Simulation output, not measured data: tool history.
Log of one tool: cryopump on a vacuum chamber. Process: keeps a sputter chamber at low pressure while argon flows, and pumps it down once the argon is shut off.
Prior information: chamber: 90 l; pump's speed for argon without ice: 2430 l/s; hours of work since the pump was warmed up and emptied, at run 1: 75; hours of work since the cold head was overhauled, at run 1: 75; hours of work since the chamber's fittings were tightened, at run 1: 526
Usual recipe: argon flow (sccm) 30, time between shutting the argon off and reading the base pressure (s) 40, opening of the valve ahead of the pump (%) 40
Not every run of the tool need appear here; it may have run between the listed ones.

run,hour,argon flow (sccm),time between shutting the argon off and reading the base pressure (s),opening of the valve ahead of the pump (%),hours of work since the pump was warmed up and emptied,hours of work since the cold head was overhauled,hours of work since the chamber's fittings were tightened,pressure while argon flows (Pa),pressure after the wait (uPa)
1,0,30,40,40,75,75,526,0.0527,2.06
2,19.4,30,114,40,93,93,544,0.053,1.11
3,40.6,30,114,40,111,111,562,0.0532,1.14
4,55.5,30,114,40,124,124,575,0.0533,1.17
5,84.8,30,40,40,150,150,601,0.0531,2.16
6,96.9,30,40,40,161,161,612,0.0532,2.08
7,113.1,30,40,40,175,175,626,0.0525,2.16
8,129.4,30,40,40,189,189,640,0.0529,2.2
9,155,30,40,40,212,212,663,0.0531,2.18
10,172.9,30,40,38,228,228,679,0.0561,2.2
11,187.1,30,40,40,240,240,691,0.0534,2.23
12,201.8,30,40,40,253,253,704,0.053,2.2
13,228.3,30,40,40,277,277,728,0.0536,2.3
14,242.6,30,40,40,289,289,740,0.053,2.31
15,264.2,30,40,40,308,308,759,0.0537,2.32
16,289.8,30,40,40,331,331,782,0.0538,2.34
17,317.6,30,40,40,355,355,806,0.0544,2.25
18,342.2,44,88,38,377,377,828,0.0827,1.61
19,368.6,20,41,16,400,400,851,0.0879,2.36
20,397.8,20,41,16,426,426,877,0.0885,2.38
21,427,20,48,18,452,452,903,0.0801,2.2
22,441.6,32,106,17,465,465,916,0.1341,1.56
23,457.4,12,292,26,479,479,930,0.0333,1.23
24,482.6,12,292,57,501,501,952,0.0159,1.32
25,495.5,12,59,40,512,512,963,0.0224,2.05
26,519.6,16,168,28,533,533,984,0.0416,1.41
27,543.4,16,168,28,554,554,1005,0.0416,1.46
28,571.7,48,27,36,579,579,1030,0.0977,3.16
29,593,48,131,36,598,598,1049,0.0972,1.67
30,620,48,131,36,622,622,1073,0.098,1.74
31,646.3,15,127,19,645,645,1096,0.0567,1.69
32,660.8,15,127,19,658,658,1109,0.0556,1.78
33,676.2,30,247,48,671,671,1122,0.0473,1.54
34,703.3,30,247,48,695,695,1146,0.0473,1.51

Each row is a separate what-if for the run after 34, all from the same tool condition, not one after another. Results?
A,723.3,30,48,40,713,713,1164,?,?
B,723.3,30,247,32,713,713,1164,?,?
C,723.3,23,40,40,713,713,1164,?,?
D,723.3,24,40,40,713,713,1164,?,?

run,pressure while argon flows (Pa),pressure after the wait (uPa)
A,0.0568,2.57
B,0.0694,1.64
C,0.043,2.76
D,0.0451,2.82
Take away the tool's hidden state, keep each run's random variation, and the runs would have read:
run,pressure while argon flows (Pa),pressure after the wait (uPa)
A,0.0529,1.33
B,0.0655,0.38
C,0.04,1.54
D,0.0419,1.59
